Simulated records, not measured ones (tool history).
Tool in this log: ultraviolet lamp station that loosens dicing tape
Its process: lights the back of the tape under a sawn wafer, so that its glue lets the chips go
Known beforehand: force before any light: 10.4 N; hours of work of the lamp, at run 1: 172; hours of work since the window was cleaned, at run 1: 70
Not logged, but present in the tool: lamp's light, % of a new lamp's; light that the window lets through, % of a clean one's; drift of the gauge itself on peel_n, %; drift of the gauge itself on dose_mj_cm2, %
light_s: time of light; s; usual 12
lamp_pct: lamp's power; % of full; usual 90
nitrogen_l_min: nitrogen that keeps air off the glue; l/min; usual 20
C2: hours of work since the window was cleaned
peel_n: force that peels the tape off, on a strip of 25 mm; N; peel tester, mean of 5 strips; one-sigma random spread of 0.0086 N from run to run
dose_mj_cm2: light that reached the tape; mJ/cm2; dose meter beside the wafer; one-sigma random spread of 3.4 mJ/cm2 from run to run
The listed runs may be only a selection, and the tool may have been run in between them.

run 1 day=0.000 | light_s=12 lamp_pct=90 nitrogen_l_min=20 | hours_of_work_of_the_lamp=172 C2=70 | peel_n=0.387 dose_mj_cm2=512
run 2 day=0.292 | light_s=12 lamp_pct=90 nitrogen_l_min=20 | hours_of_work_of_the_lamp=175 C2=74 | peel_n=0.392 dose_mj_cm2=509
run 3 day=0.533 | light_s=12 lamp_pct=90 nitrogen_l_min=9 | hours_of_work_of_the_lamp=178 C2=77 | peel_n=0.773 dose_mj_cm2=501
run 4 day=0.825 | light_s=12 lamp_pct=90 nitrogen_l_min=20 | hours_of_work_of_the_lamp=182 C2=80 | peel_n=0.407 dose_mj_cm2=499
run 5 day=1.029 | light_s=12 lamp_pct=90 nitrogen_l_min=20 | hours_of_work_of_the_lamp=184 C2=83 | peel_n=0.404 dose_mj_cm2=509
run 6 day=1.471 | light_s=12 lamp_pct=90 nitrogen_l_min=20 | hours_of_work_of_the_lamp=189 C2=88 | peel_n=0.405 dose_mj_cm2=499
run 7 day=1.688 | light_s=12 lamp_pct=90 nitrogen_l_min=20 | hours_of_work_of_the_lamp=192 C2=90 | peel_n=0.412 dose_mj_cm2=497
run 8 day=2.096 | light_s=12 lamp_pct=90 nitrogen_l_min=20 | hours_of_work_of_the_lamp=197 C2=95 | peel_n=0.395 dose_mj_cm2=501
run 9 day=2.483 | light_s=12 lamp_pct=92 nitrogen_l_min=20 | hours_of_work_of_the_lamp=201 C2=100 | peel_n=0.409 dose_mj_cm2=511
run 10 day=2.817 | light_s=12 lamp_pct=90 nitrogen_l_min=20 | hours_of_work_of_the_lamp=205 C2=104 | peel_n=0.420 dose_mj_cm2=497
run 11 day=3.058 | light_s=12 lamp_pct=90 nitrogen_l_min=20 | hours_of_work_of_the_lamp=208 C2=107 | peel_n=0.414 dose_mj_cm2=498
run 12 day=3.346 | light_s=12 lamp_pct=90 nitrogen_l_min=20 | hours_of_work_of_the_lamp=211 C2=110 | peel_n=0.399 dose_mj_cm2=491
run 13 day=3.558 | light_s=12 lamp_pct=90 nitrogen_l_min=20 | hours_of_work_of_the_lamp=214 C2=112 | peel_n=0.427 dose_mj_cm2=497
run 14 day=3.967 | light_s=12 lamp_pct=90 nitrogen_l_min=20 | hours_of_work_of_the_lamp=219 C2=117 | peel_n=0.427 dose_mj_cm2=488
run 15 day=4.350 | light_s=12 lamp_pct=95 nitrogen_l_min=20 | hours_of_work_of_the_lamp=223 C2=122 | peel_n=0.382 dose_mj_cm2=523
run 16 day=4.662 | light_s=12 lamp_pct=90 nitrogen_l_min=20 | hours_of_work_of_the_lamp=227 C2=126 | peel_n=0.426 dose_mj_cm2=497
run 17 day=5.012 | light_s=12 lamp_pct=90 nitrogen_l_min=20 | hours_of_work_of_the_lamp=231 C2=130 | peel_n=0.420 dose_mj_cm2=489
run 18 day=5.321 | light_s=12 lamp_pct=90 nitrogen_l_min=20 | hours_of_work_of_the_lamp=235 C2=133 | peel_n=0.433 dose_mj_cm2=485
run 19 day=5.708 | light_s=12 lamp_pct=90 nitrogen_l_min=20 | hours_of_work_of_the_lamp=239 C2=138 | peel_n=0.389 dose_mj_cm2=491
run 20 day=6.000 | light_s=12 lamp_pct=90 nitrogen_l_min=20 | hours_of_work_of_the_lamp=243 C2=141 | peel_n=0.416 dose_mj_cm2=489
run 21 day=6.321 | light_s=12 lamp_pct=90 nitrogen_l_min=20 | hours_of_work_of_the_lamp=247 C2=145 | peel_n=0.428 dose_mj_cm2=489
run 22 day=6.642 | light_s=9 lamp_pct=99 nitrogen_l_min=20 | hours_of_work_of_the_lamp=250 C2=149 | peel_n=0.638 dose_mj_cm2=399
run 23 day=7.050 | light_s=9 lamp_pct=99 nitrogen_l_min=20 | hours_of_work_of_the_lamp=255 C2=154 | peel_n=0.646 dose_mj_cm2=398
run 24 day=7.417 | light_s=11 lamp_pct=81 nitrogen_l_min=28 | hours_of_work_of_the_lamp=260 C2=158 | peel_n=0.485 dose_mj_cm2=393
run 25 day=7.858 | light_s=10 lamp_pct=81 nitrogen_l_min=28 | hours_of_work_of_the_lamp=265 C2=163 | peel_n=0.631 dose_mj_cm2=361
run 26 day=8.071 | light_s=7 lamp_pct=90 nitrogen_l_min=36 | hours_of_work_of_the_lamp=267 C2=166 | peel_n=0.855 dose_mj_cm2=280
run 27 day=8.288 | light_s=7 lamp_pct=90 nitrogen_l_min=36 | hours_of_work_of_the_lamp=270 C2=168 | peel_n=0.903 dose_mj_cm2=278
run 28 day=8.508 | light_s=12 lamp_pct=90 nitrogen_l_min=6 | hours_of_work_of_the_lamp=273 C2=171 | peel_n=1.179 dose_mj_cm2=475
run 29 day=8.788 | light_s=12 lamp_pct=90 nitrogen_l_min=6 | hours_of_work_of_the_lamp=276 C2=174 | peel_n=1.218 dose_mj_cm2=484
run 30 day=9.012 | light_s=12 lamp_pct=90 nitrogen_l_min=6 | hours_of_work_of_the_lamp=279 C2=177 | peel_n=1.182 dose_mj_cm2=476
run 31 day=9.425 | light_s=12 lamp_pct=90 nitrogen_l_min=8 | hours_of_work_of_the_lamp=283 C2=182 | peel_n=0.985 dose_mj_cm2=472
run 32 day=9.833 | light_s=12 lamp_pct=90 nitrogen_l_min=8 | hours_of_work_of_the_lamp=288 C2=187 | peel_n=0.967 dose_mj_cm2=479
run 33 day=10.038 | light_s=14 lamp_pct=93 nitrogen_l_min=22 | hours_of_work_of_the_lamp=291 C2=189 | peel_n=0.305 dose_mj_cm2=573
run 34 day=10.425 | light_s=10 lamp_pct=90 nitrogen_l_min=20 | hours_of_work_of_the_lamp=295 C2=194 | peel_n=0.661 dose_mj_cm2=391
run 35 day=10.679 | light_s=9 lamp_pct=98 nitrogen_l_min=26 | hours_of_work_of_the_lamp=298 C2=197 | peel_n=0.563 dose_mj_cm2=385
run 36 day=11.121 | light_s=9 lamp_pct=98 nitrogen_l_min=26 | hours_of_work_of_the_lamp=304 C2=202 | peel_n=0.572 dose_mj_cm2=385
run 37 day=11.562 | light_s=9 lamp_pct=98 nitrogen_l_min=26 | hours_of_work_of_the_lamp=309 C2=207 | peel_n=0.588 dose_mj_cm2=379
run 38 day=12.004 | light_s=9 lamp_pct=98 nitrogen_l_min=26 | hours_of_work_of_the_lamp=314 C2=213 | peel_n=0.580 dose_mj_cm2=385
run 39 day=12.292 | light_s=12 lamp_pct=95 nitrogen_l_min=18 | hours_of_work_of_the_lamp=317 C2=216 | peel_n=0.455 dose_mj_cm2=492
run 40 day=12.521 | light_s=10 lamp_pct=79 nitrogen_l_min=12 | hours_of_work_of_the_lamp=320 C2=219 | peel_n=1.336 dose_mj_cm2=343
run 41 day=12.896 | light_s=15 lamp_pct=62 nitrogen_l_min=16 | hours_of_work_of_the_lamp=325 C2=223 | peel_n=0.782 dose_mj_cm2=401

3 options for the next run, each taken on its own from the tool as it stands now. Forecast them:
run A day=13.171 | light_s=12 lamp_pct=67 nitrogen_l_min=20 | hours_of_work_of_the_lamp=328 C2=226 | peel_n=? dose_mj_cm2=?
run B day=13.171 | light_s=7 lamp_pct=100 nitrogen_l_min=30 | hours_of_work_of_the_lamp=328 C2=226 | peel_n=? dose_mj_cm2=?
run C day=13.171 | light_s=21 lamp_pct=90 nitrogen_l_min=23 | hours_of_work_of_the_lamp=328 C2=226 | peel_n=? dose_mj_cm2=?

run=A peel_n=0.876 dose_mj_cm2=343
run=B peel_n=0.854 dose_mj_cm2=303
run=C peel_n=0.230 dose_mj_cm2=816
Without the tool's hidden state the same runs would have given:
run=A peel_n=0.617 dose_mj_cm2=406
run=B peel_n=0.601 dose_mj_cm2=359
run=C peel_n=0.222 dose_mj_cm2=966

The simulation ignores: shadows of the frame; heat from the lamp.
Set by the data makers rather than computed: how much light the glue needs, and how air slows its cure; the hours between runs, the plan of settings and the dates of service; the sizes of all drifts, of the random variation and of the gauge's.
